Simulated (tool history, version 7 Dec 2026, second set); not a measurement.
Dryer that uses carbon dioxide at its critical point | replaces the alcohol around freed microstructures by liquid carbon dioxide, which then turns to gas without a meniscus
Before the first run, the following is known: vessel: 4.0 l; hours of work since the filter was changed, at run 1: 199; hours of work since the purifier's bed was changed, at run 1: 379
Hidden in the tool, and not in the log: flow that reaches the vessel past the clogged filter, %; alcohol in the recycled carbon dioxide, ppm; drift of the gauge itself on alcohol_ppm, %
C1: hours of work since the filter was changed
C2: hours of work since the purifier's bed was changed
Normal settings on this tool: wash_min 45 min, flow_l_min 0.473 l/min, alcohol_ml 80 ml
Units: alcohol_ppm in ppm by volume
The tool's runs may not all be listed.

Run 1, hour 0: usual settings; C1 199; C2 379. Result: alcohol_ppm 321 ppm by volume.
Run 2, hour 12.5: usual settings; C1 209; C2 389. Result: alcohol_ppm 335 ppm by volume.
Run 3, hour 22.9: usual settings but wash_min 43 min; C1 217; C2 397. Result: alcohol_ppm 387 ppm by volume.
Run 4, hour 35.7: usual settings but wash_min 43 min; C1 227; C2 407. Result: alcohol_ppm 399 ppm by volume.
Run 5, hour 46.8: usual settings but alcohol_ml 87 ml; C1 236; C2 416. Result: alcohol_ppm 357 ppm by volume.
Run 6, hour 63.5: usual settings but flow_l_min 0.504 l/min, alcohol_ml 87 ml; C1 249; C2 430. Result: alcohol_ppm 314 ppm by volume.
Run 7, hour 74.1: usual settings but wash_min 65 min; C1 258; C2 438. Result: alcohol_ppm 177 ppm by volume.
At hour 76.7: inlet filter changed.
Run 8, hour 88.1: usual settings but wash_min 65 min; C1 9; C2 448. Result: alcohol_ppm 147 ppm by volume.
Run 9, hour 105.9: usual settings but wash_min 65 min; C1 23; C2 462. Result: alcohol_ppm 157 ppm by volume.
Run 10, hour 123.7: usual settings; C1 37; C2 477. Result: alcohol_ppm 266 ppm by volume.
Run 11, hour 138.8: usual settings; C1 49; C2 488. Result: alcohol_ppm 277 ppm by volume.
Run 12, hour 153.5: usual settings but wash_min 39 min; C1 61; C2 500. Result: alcohol_ppm 402 ppm by volume.
Run 13, hour 162.8: usual settings but wash_min 39 min; C1 68; C2 508. Result: alcohol_ppm 417 ppm by volume.
Run 14, hour 179: usual settings but wash_min 39 min; C1 81; C2 520. Result: alcohol_ppm 433 ppm by volume.
Run 15, hour 196.8: usual settings but flow_l_min 0.371 l/min; C1 95; C2 534. Result: alcohol_ppm 561 ppm by volume.
Run 16, hour 212.7: usual settings but wash_min 56 min, flow_l_min 0.387 l/min; C1 108; C2 547. Result: alcohol_ppm 290 ppm by volume.
Run 17, hour 228.5: usual settings but wash_min 50 min, flow_l_min 0.569 l/min, alcohol_ml 24 ml; C1 120; C2 560. Result: alcohol_ppm 177 ppm by volume.
Run 18, hour 243.6: usual settings but wash_min 50 min, flow_l_min 0.569 l/min, alcohol_ml 24 ml; C1 132; C2 572. Result: alcohol_ppm 177 ppm by volume.
Run 19, hour 257.5: usual settings but wash_min 50 min, flow_l_min 0.569 l/min, alcohol_ml 24 ml; C1 143; C2 583. Result: alcohol_ppm 192 ppm by volume.
Run 20, hour 265.4: usual settings but wash_min 53 min, flow_l_min 0.336 l/min, alcohol_ml 51 ml; C1 150; C2 589. Result: alcohol_ppm 404 ppm by volume.

Run 21, settings as shown, results not yet in. Your forecast:
Run 21, hour 276.3: usual settings but wash_min 30 min, flow_l_min 0.599 l/min, alcohol_ml 33 ml; C1 158; C2 598. Result: alcohol_ppm ?.

alcohol_ppm: 330 ppm by volume
Without the tool's hidden state the same run would have given alcohol_ppm 105 ppm by volume.

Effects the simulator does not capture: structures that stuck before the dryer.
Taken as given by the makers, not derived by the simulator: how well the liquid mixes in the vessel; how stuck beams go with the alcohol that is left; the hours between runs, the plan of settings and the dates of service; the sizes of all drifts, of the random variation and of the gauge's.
